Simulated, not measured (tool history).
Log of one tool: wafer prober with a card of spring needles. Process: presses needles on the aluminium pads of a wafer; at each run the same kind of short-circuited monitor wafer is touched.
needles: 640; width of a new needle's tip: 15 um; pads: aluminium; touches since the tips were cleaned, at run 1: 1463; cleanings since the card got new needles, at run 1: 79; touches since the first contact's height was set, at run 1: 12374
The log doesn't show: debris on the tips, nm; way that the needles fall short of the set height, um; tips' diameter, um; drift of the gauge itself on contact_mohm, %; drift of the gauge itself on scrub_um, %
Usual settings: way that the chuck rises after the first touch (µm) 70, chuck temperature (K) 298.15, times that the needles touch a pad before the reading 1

| run | hour | way that the chuck rises after the first touch (µm) | chuck temperature (K) | times that the needles touch a pad before the reading | touches since the tips were cleaned | cleanings since the card got new needles | touches since the first contact's height was set | resistance of one needle with its contact and lead (mohm) | way that a needle slides on the pad (µm) |
|---|---|---|---|---|---|---|---|---|---|
| 1 | 0.0 | 70 | 298.15 | 1 | 1463 | 79 | 12374 | 189 | 8.53 |
|  | 2.4 | tips cleaned on abrasive film |
|  | 8.3 | tips cleaned on abrasive film |
|  | 14.1 | tips cleaned on abrasive film |
| 2 | 14.1 | 70 | 298.15 | 1 | 0 | 82 | 19461 | 155 | 8.59 |
|  | 20.1 | tips cleaned on abrasive film |
|  | 24.9 | tips cleaned on abrasive film |
|  | 29.9 | tips cleaned on abrasive film |
| 3 | 29.9 | 70 | 298.15 | 1 | 0 | 85 | 27384 | 159 | 8.57 |
|  | 35.9 | tips cleaned on abrasive film |
|  | 41.8 | tips cleaned on abrasive film |
|  | 47.8 | tips cleaned on abrasive film |
|  | 52.7 | tips cleaned on abrasive film |
| 4 | 53.6 | 70 | 298.15 | 1 | 482 | 89 | 39359 | 170 | 8.48 |
|  | 58.2 | tips cleaned on abrasive film |
|  | 64.1 | tips cleaned on abrasive film |
|  | 69.4 | tips cleaned on abrasive film |
| 5 | 69.4 | 70 | 358.15 | 1 | 0 | 92 | 47311 | 168 | 8.50 |
|  | 75.4 | tips cleaned on abrasive film |
|  | 81.3 | tips cleaned on abrasive film |
| 6 | 84.2 | 70 | 358.15 | 1 | 1479 | 94 | 54785 | 201 | 8.47 |
|  | 86.6 | tips cleaned on abrasive film |
|  | 91.5 | tips cleaned on abrasive film |
|  | 97.2 | tips cleaned on abrasive film |
|  | 103.0 | tips cleaned on abrasive film |
| 7 | 106.5 | 70 | 358.15 | 1 | 1782 | 98 | 66032 | 203 | 8.45 |
|  | 109.0 | tips cleaned on abrasive film |
|  | 113.8 | tips cleaned on abrasive film |
|  | 119.7 | tips cleaned on abrasive film |
|  | 125.7 | tips cleaned on abrasive film |
| 8 | 129.3 | 70 | 358.15 | 1 | 1869 | 102 | 77538 | 201 | 8.39 |
|  | 130.5 | tips cleaned on abrasive film |
|  | 136.3 | tips cleaned on abrasive film |
|  | 142.2 | tips cleaned on abrasive film |
| 9 | 142.9 | 70 | 358.15 | 1 | 340 | 105 | 84326 | 176 | 8.36 |
|  | 147.7 | tips cleaned on abrasive film |
|  | 153.7 | tips cleaned on abrasive film |
|  | 159.7 | tips cleaned on abrasive film |
|  | 165.6 | tips cleaned on abrasive film |
| 10 | 166.7 | 55 | 298.15 | 1 | 566 | 109 | 96341 | 187 | 6.49 |
|  | 171.4 | tips cleaned on abrasive film |
|  | 177.4 | tips cleaned on abrasive film |
|  | 182.2 | tips cleaned on abrasive film |
|  | 184.6 | height of the first contact set anew |
| 11 | 184.9 | 70 | 298.15 | 2 | 1234 | 112 | 122 | 167 | 8.62 |
|  | 187.3 | tips cleaned on abrasive film |
|  | 193.2 | tips cleaned on abrasive film |
|  | 198.6 | tips cleaned on abrasive film |
| 12 | 198.6 | 80 | 335.15 | 3 | 0 | 115 | 7020 | 159 | 9.82 |
|  | 204.5 | tips cleaned on abrasive film |
|  | 210.4 | tips cleaned on abrasive film |
|  | 215.5 | tips cleaned on abrasive film |
| 13 | 215.5 | 88 | 298.15 | 1 | 0 | 118 | 15502 | 152 | 10.83 |
|  | 220.3 | tips cleaned on abrasive film |
|  | 226.1 | tips cleaned on abrasive film |
|  | 232.0 | tips cleaned on abrasive film |
| 14 | 233.6 | 51 | 302.15 | 2 | 859 | 121 | 24673 | 184 | 6.18 |
|  | 237.2 | tips cleaned on abrasive film |
|  | 242.0 | tips cleaned on abrasive film |
| 15 | 244.8 | 74 | 298.15 | 1 | 1423 | 123 | 30292 | 185 | 9.06 |
|  | 247.2 | tips cleaned on abrasive film |
|  | 252.1 | tips cleaned on abrasive film |
|  | 257.9 | tips cleaned on abrasive film |
|  | 262.8 | tips cleaned on abrasive film |
| 16 | 267.3 | 75 | 396.15 | 1 | 2312 | 127 | 41610 | 209 | 9.12 |

Forecast run 17:
|  | 268.5 | tips cleaned on abrasive film |
|  | 274.5 | tips cleaned on abrasive film |
|  | 280.6 | tips cleaned on abrasive film |
| 17 | 281.9 | 70 | 319.15 | 3 | 712 | 130 | 48990 | ? | ? |

Run 17 gave resistance of one needle with its contact and lead (mohm) 169, way that a needle slides on the pad (µm) 8.48.
Without the tool's hidden state the same run would have given resistance of one needle with its contact and lead (mohm) 158, way that a needle slides on the pad (µm) 8.64.
